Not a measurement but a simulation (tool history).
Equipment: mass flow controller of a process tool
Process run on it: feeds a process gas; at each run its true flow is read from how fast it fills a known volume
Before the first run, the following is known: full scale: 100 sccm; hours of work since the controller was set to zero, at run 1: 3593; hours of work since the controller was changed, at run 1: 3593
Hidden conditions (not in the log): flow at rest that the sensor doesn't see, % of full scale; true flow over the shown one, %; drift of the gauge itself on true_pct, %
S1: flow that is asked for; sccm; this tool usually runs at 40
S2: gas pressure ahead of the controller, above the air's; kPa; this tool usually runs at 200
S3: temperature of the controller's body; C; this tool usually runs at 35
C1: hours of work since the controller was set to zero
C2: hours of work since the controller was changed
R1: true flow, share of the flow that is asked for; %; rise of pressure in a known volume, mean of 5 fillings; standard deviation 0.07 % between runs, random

run,day,S1,S2,S3,C1,C2,R1
1,0.000,40,200,35,3593,3593,96.50
2,12.875,40,200,35,3817,3817,96.63
3,25.592,40,200,23,4037,4037,97.33
4,36.700,25,200,35,4230,4230,95.62
5,54.092,40,200,35,4532,4532,96.25
6,72.746,40,200,35,4856,4856,96.25
7,81.746,40,200,35,5012,5012,96.15
8,94.946,40,256,35,5241,5241,96.62
9,112.667,40,256,32,5548,5548,96.66
10,129.483,40,233,35,5840,5840,96.28
11,140.704,40,233,35,6035,6035,96.16
12,153.342,40,233,35,6254,6254,96.06
13,171.446,40,200,35,6568,6568,95.90
14,191.250,40,200,35,6912,6912,95.81
15,208.746,40,200,35,7215,7215,95.62
16,220.792,40,200,35,7424,7424,95.62
17,231.767,40,200,38,7615,7615,95.36
18,251.929,40,200,38,7965,7965,95.41
19,264.112,40,200,32,8176,8176,95.72
20,279.575,40,200,35,8444,8444,95.41
21,291.517,62,200,35,8652,8652,96.32
22,300.371,62,200,35,8805,8805,96.43
# day 307.217: controller's zero set anew
23,308.750,62,200,35,27,8950,96.13
24,317.762,62,181,35,183,9107,96.09
25,328.725,62,181,35,373,9297,95.95
26,339.542,62,181,35,561,9485,95.95
27,354.067,49,240,35,813,9737,95.83
28,368.854,49,240,35,1070,9993,95.74
29,382.917,22,197,35,1314,10237,93.23
# day 399.642: controller's zero set anew, once more
30,401.342,40,200,30,30,10557,96.38
31,416.308,40,200,30,289,10816,96.26
32,436.421,24,153,30,638,11165,95.41
33,445.308,24,153,30,792,11319,95.22
34,465.412,40,146,29,1141,11668,95.78
35,484.904,33,170,40,1480,12007,94.85
36,498.496,33,170,40,1715,12242,94.82
37,509.842,15,170,40,1912,12439,93.92
38,528.304,15,170,40,2233,12760,93.80
39,538.062,15,170,40,2402,12929,93.71
40,555.633,15,170,40,2707,13234,93.61
41,568.917,15,170,40,2937,13464,93.44
42,580.800,27,148,35,3143,13670,94.40
43,599.450,27,148,35,3467,13994,94.46
44,616.438,40,261,35,3762,14289,95.59
45,636.046,13,143,35,4102,14629,93.06
# day 653.033: controller exchanged for a calibrated one
46,654.442,67,200,35,24,24,97.92

Some steps in R1 between neighbouring runs. How much of each would the tool show without its hidden state too (settings, what came in, random variation), and how much is left for the hidden state, with any gauge scatter that isn't in both results?
Run 28 -> 29: S1 49 -> 22, S2 240 -> 197. R1 -2.51 %: hidden state -1.27, all else -1.24.
Run 29 -> 30: S1 22 -> 40, S2 197 -> 200, S3 35 -> 30, controller's zero set anew, once more. R1 +3.15 %: hidden state +2.15, all else +1.00.
Run 44 -> 45: S1 40 -> 13, S2 261 -> 143. R1 -2.53 %: hidden state -0.97, all else -1.56.
Run 45 -> 46: S1 13 -> 67, S2 143 -> 200, controller exchanged for a calibrated one. R1 +4.86 %: hidden state +2.98, all else +1.88.

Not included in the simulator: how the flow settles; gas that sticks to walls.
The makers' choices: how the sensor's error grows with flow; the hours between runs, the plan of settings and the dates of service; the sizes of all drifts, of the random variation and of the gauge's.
